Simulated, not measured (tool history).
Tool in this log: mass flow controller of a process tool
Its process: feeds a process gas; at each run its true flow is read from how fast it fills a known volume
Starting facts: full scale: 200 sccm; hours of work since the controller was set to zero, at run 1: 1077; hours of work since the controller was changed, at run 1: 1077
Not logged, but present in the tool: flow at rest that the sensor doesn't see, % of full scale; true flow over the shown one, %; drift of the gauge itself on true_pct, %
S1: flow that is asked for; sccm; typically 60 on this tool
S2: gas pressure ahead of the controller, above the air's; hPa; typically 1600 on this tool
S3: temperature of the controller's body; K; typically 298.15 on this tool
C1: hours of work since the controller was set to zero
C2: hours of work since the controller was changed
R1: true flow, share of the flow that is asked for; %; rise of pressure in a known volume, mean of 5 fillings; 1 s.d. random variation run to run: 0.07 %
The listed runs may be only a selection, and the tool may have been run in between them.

run	hour	S1	S2	S3	C1	C2	R1
1	0	60	1600	298.15	1077	1077	100.03
2	161.3	60	1600	298.15	1132	1132	100.07
3	363.3	60	1600	298.15	1201	1201	100.02
4	591.9	60	1600	298.15	1280	1280	100.17
5	838.4	60	1600	298.15	1364	1364	100.23
# hour 852.6: controller's zero set anew
6	967.6	60	1600	298.15	39	1408	100.45
7	1134.8	60	1590	298.15	96	1465	100.46
8	1325.2	60	1590	298.15	161	1530	100.64
# hour 1449.1: controller's zero set anew, once more
9	1565.4	60	1590	298.15	40	1612	100.02
10	1683.1	74	1840	310.15	80	1652	101.19

Alternative continuations, all from the tool just after run 10; predict every row:
A	1801	21	1600	303.15	120	1692	?
B	1801	32	1450	294.15	120	1692	?
C	1801	39	1600	298.15	120	1692	?
D	1801	60	1600	293.15	120	1692	?
E	1801	60	1600	304.15	120	1692	?

run	R1
A	100.34
B	99.57
C	100
D	99.69
E	100.79
Had the tool no hidden state, the same runs would have come out as:
run	R1
A	98.55
B	97.86
C	98.33
D	98.06
E	99.16
